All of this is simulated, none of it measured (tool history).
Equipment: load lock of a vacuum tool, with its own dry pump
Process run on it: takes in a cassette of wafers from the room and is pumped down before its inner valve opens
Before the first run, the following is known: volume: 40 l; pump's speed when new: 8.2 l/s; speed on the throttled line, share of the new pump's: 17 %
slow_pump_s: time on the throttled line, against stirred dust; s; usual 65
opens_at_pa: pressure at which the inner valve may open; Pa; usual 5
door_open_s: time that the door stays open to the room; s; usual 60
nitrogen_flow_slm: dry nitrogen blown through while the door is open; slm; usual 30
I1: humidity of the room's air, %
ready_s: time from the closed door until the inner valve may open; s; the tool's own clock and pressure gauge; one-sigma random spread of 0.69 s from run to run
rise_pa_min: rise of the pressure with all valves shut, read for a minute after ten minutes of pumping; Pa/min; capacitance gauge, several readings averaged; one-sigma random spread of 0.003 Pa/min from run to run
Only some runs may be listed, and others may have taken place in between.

{"run": 1, "hour": 0.0, "slow_pump_s": 65, "opens_at_pa": 5, "door_open_s": 60, "nitrogen_flow_slm": 30, "I1": 43.6, "ready_s": 107.9, "rise_pa_min": 0.051}
{"run": 2, "hour": 93.3, "slow_pump_s": 65, "opens_at_pa": 5, "door_open_s": 60, "nitrogen_flow_slm": 30, "I1": 42.7, "ready_s": 108.5, "rise_pa_min": 0.054}
{"run": 3, "hour": 205.6, "slow_pump_s": 65, "opens_at_pa": 5, "door_open_s": 60, "nitrogen_flow_slm": 30, "I1": 46, "ready_s": 108.8, "rise_pa_min": 0.053}
{"run": 4, "hour": 336.6, "slow_pump_s": 65, "opens_at_pa": 5, "door_open_s": 60, "nitrogen_flow_slm": 12, "I1": 46.5, "ready_s": 108.8, "rise_pa_min": 0.071}
{"run": 5, "hour": 448.2, "slow_pump_s": 65, "opens_at_pa": 5, "door_open_s": 60, "nitrogen_flow_slm": 12, "I1": 49.5, "ready_s": 108.2, "rise_pa_min": 0.08}
{"run": 6, "hour": 590.0, "slow_pump_s": 65, "opens_at_pa": 5, "door_open_s": 60, "nitrogen_flow_slm": 12, "I1": 45, "ready_s": 108.6, "rise_pa_min": 0.073}
{"run": 7, "hour": 714.7, "slow_pump_s": 65, "opens_at_pa": 5, "door_open_s": 60, "nitrogen_flow_slm": 30, "I1": 42.5, "ready_s": 107.8, "rise_pa_min": 0.055}
{"run": 8, "hour": 877.0, "slow_pump_s": 65, "opens_at_pa": 5, "door_open_s": 110, "nitrogen_flow_slm": 30, "I1": 41.6, "ready_s": 110.3, "rise_pa_min": 0.072}
{"run": 9, "hour": 1056.9, "slow_pump_s": 65, "opens_at_pa": 5, "door_open_s": 110, "nitrogen_flow_slm": 30, "I1": 43.6, "ready_s": 108.9, "rise_pa_min": 0.08}
{"run": 10, "hour": 1230.1, "slow_pump_s": 65, "opens_at_pa": 5, "door_open_s": 110, "nitrogen_flow_slm": 30, "I1": 44.9, "ready_s": 110.4, "rise_pa_min": 0.081}
{"run": 11, "hour": 1372.2, "slow_pump_s": 65, "opens_at_pa": 5, "door_open_s": 110, "nitrogen_flow_slm": 30, "I1": 47, "ready_s": 109.1, "rise_pa_min": 0.082}
{"run": 12, "hour": 1552.2, "slow_pump_s": 65, "opens_at_pa": 6, "door_open_s": 60, "nitrogen_flow_slm": 30, "I1": 43.5, "ready_s": 107.7, "rise_pa_min": 0.065}
{"run": 13, "hour": 1671.7, "slow_pump_s": 65, "opens_at_pa": 6, "door_open_s": 60, "nitrogen_flow_slm": 30, "I1": 43.5, "ready_s": 106.7, "rise_pa_min": 0.061}
{"run": 14, "hour": 1818.7, "slow_pump_s": 65, "opens_at_pa": 5, "door_open_s": 60, "nitrogen_flow_slm": 23, "I1": 43.5, "ready_s": 109.5, "rise_pa_min": 0.063}
{"run": 15, "hour": 1973.4, "slow_pump_s": 65, "opens_at_pa": 5, "door_open_s": 60, "nitrogen_flow_slm": 23, "I1": 45.3, "ready_s": 110.2, "rise_pa_min": 0.071}
{"run": 16, "hour": 2057.7, "slow_pump_s": 65, "opens_at_pa": 5, "door_open_s": 60, "nitrogen_flow_slm": 23, "I1": 46.8, "ready_s": 109.4, "rise_pa_min": 0.072}
{"run": 17, "hour": 2197.5, "slow_pump_s": 65, "opens_at_pa": 5, "door_open_s": 60, "nitrogen_flow_slm": 23, "I1": 42.3, "ready_s": 109.7, "rise_pa_min": 0.07}
{"run": 18, "hour": 2294.7, "slow_pump_s": 76, "opens_at_pa": 5, "door_open_s": 60, "nitrogen_flow_slm": 30, "I1": 42.9, "ready_s": 119.2, "rise_pa_min": 0.067}
{"run": 19, "hour": 2402.0, "slow_pump_s": 76, "opens_at_pa": 5, "door_open_s": 60, "nitrogen_flow_slm": 30, "I1": 42.3, "ready_s": 118.6, "rise_pa_min": 0.069}
{"run": 20, "hour": 2567.5, "slow_pump_s": 76, "opens_at_pa": 5, "door_open_s": 60, "nitrogen_flow_slm": 30, "I1": 46.8, "ready_s": 119, "rise_pa_min": 0.067}
{"run": 21, "hour": 2702.1, "slow_pump_s": 65, "opens_at_pa": 7, "door_open_s": 35, "nitrogen_flow_slm": 10, "I1": 42.6, "ready_s": 106.9, "rise_pa_min": 0.072}
{"run": 22, "hour": 2886.8, "slow_pump_s": 65, "opens_at_pa": 4, "door_open_s": 35, "nitrogen_flow_slm": 32, "I1": 46.8, "ready_s": 111.9, "rise_pa_min": 0.057}
{"run": 23, "hour": 3007.1, "slow_pump_s": 65, "opens_at_pa": 5, "door_open_s": 185, "nitrogen_flow_slm": 30, "I1": 45.8, "ready_s": 109.2, "rise_pa_min": 0.12}
{"run": 24, "hour": 3175.2, "slow_pump_s": 65, "opens_at_pa": 5, "door_open_s": 185, "nitrogen_flow_slm": 30, "I1": 44.6, "ready_s": 109.8, "rise_pa_min": 0.118}
{"run": 25, "hour": 3352.7, "slow_pump_s": 65, "opens_at_pa": 5, "door_open_s": 185, "nitrogen_flow_slm": 30, "I1": 41.5, "ready_s": 111.1, "rise_pa_min": 0.114}
{"run": 26, "hour": 3448.2, "slow_pump_s": 65, "opens_at_pa": 5, "door_open_s": 60, "nitrogen_flow_slm": 30, "I1": 49.5, "ready_s": 111.9, "rise_pa_min": 0.077}
{"run": 27, "hour": 3592.0, "slow_pump_s": 93, "opens_at_pa": 5, "door_open_s": 60, "nitrogen_flow_slm": 20, "I1": 48.3, "ready_s": 133, "rise_pa_min": 0.09}
{"run": 28, "hour": 3700.2, "slow_pump_s": 65, "opens_at_pa": 9, "door_open_s": 60, "nitrogen_flow_slm": 15, "I1": 43, "ready_s": 106.7, "rise_pa_min": 0.09}
{"run": 29, "hour": 3822.4, "slow_pump_s": 65, "opens_at_pa": 5, "door_open_s": 219, "nitrogen_flow_slm": 4, "I1": 44, "ready_s": 111, "rise_pa_min": 0.215}
{"run": 30, "hour": 3936.9, "slow_pump_s": 65, "opens_at_pa": 7, "door_open_s": 219, "nitrogen_flow_slm": 4, "I1": 45.7, "ready_s": 108, "rise_pa_min": 0.229}
{"run": 31, "hour": 4016.8, "slow_pump_s": 45, "opens_at_pa": 5, "door_open_s": 29, "nitrogen_flow_slm": 28, "I1": 45.3, "ready_s": 96.5, "rise_pa_min": 0.068}
{"run": 32, "hour": 4203.4, "slow_pump_s": 47, "opens_at_pa": 5, "door_open_s": 35, "nitrogen_flow_slm": 5, "I1": 46.9, "ready_s": 96.1, "rise_pa_min": 0.095}
{"run": 33, "hour": 4370.4, "slow_pump_s": 47, "opens_at_pa": 5, "door_open_s": 35, "nitrogen_flow_slm": 5, "I1": 42.2, "ready_s": 95.1, "rise_pa_min": 0.089}
{"run": 34, "hour": 4481.2, "slow_pump_s": 88, "opens_at_pa": 5, "door_open_s": 49, "nitrogen_flow_slm": 35, "I1": 44.8, "ready_s": 129.3, "rise_pa_min": 0.075}
{"run": 35, "hour": 4644.7, "slow_pump_s": 65, "opens_at_pa": 5, "door_open_s": 60, "nitrogen_flow_slm": 8, "I1": 48.2, "ready_s": 112.2, "rise_pa_min": 0.109}
{"run": 36, "hour": 4823.7, "slow_pump_s": 65, "opens_at_pa": 5, "door_open_s": 60, "nitrogen_flow_slm": 8, "I1": 43.5, "ready_s": 110.8, "rise_pa_min": 0.116}

Table of differences, measured result less the result of that run with no hidden state. Run-to-run variation is the same in both. Gauge scatter possibly is not:
The tool's hidden condition here consists of: pump's speed, % of a new pump's; leak at the door's seal, Pa l/s; drift of the gauge itself on ready_s, %; drift of the gauge itself on rise_pa_min, %.
run=1 ready_s=+5.7 rise_pa_min=+0.015
run=2 ready_s=+5.7 rise_pa_min=+0.016
run=3 ready_s=+5.9 rise_pa_min=+0.016
run=4 ready_s=+6 rise_pa_min=+0.017
run=5 ready_s=+6 rise_pa_min=+0.018
run=6 ready_s=+6.1 rise_pa_min=+0.019
run=7 ready_s=+6 rise_pa_min=+0.02
run=8 ready_s=+6.4 rise_pa_min=+0.02
run=9 ready_s=+6.3 rise_pa_min=+0.022
run=10 ready_s=+6.5 rise_pa_min=+0.023
run=11 ready_s=+6.5 rise_pa_min=+0.023
run=12 ready_s=+6.3 rise_pa_min=+0.025
run=13 ready_s=+6.3 rise_pa_min=+0.025
run=14 ready_s=+6.8 rise_pa_min=+0.026
run=15 ready_s=+6.9 rise_pa_min=+0.028
run=16 ready_s=+6.9 rise_pa_min=+0.028
run=17 ready_s=+7 rise_pa_min=+0.029
run=18 ready_s=+6.7 rise_pa_min=+0.03
run=19 ready_s=+6.7 rise_pa_min=+0.03
run=20 ready_s=+6.8 rise_pa_min=+0.031
run=21 ready_s=+6.8 rise_pa_min=+0.031
run=22 ready_s=+7.6 rise_pa_min=+0.033
run=23 ready_s=+7.3 rise_pa_min=+0.034
run=24 ready_s=+7.5 rise_pa_min=+0.035
run=25 ready_s=+7.7 rise_pa_min=+0.037
run=26 ready_s=+7.7 rise_pa_min=+0.038
run=27 ready_s=+6.8 rise_pa_min=+0.039
run=28 ready_s=+7.2 rise_pa_min=+0.039
run=29 ready_s=+8 rise_pa_min=+0.04
run=30 ready_s=+7.6 rise_pa_min=+0.041
run=31 ready_s=+8.8 rise_pa_min=+0.042
run=32 ready_s=+8.7 rise_pa_min=+0.043
run=33 ready_s=+8.8 rise_pa_min=+0.044
run=34 ready_s=+7.5 rise_pa_min=+0.046
run=35 ready_s=+8.5 rise_pa_min=+0.046
run=36 ready_s=+8.4 rise_pa_min=+0.048
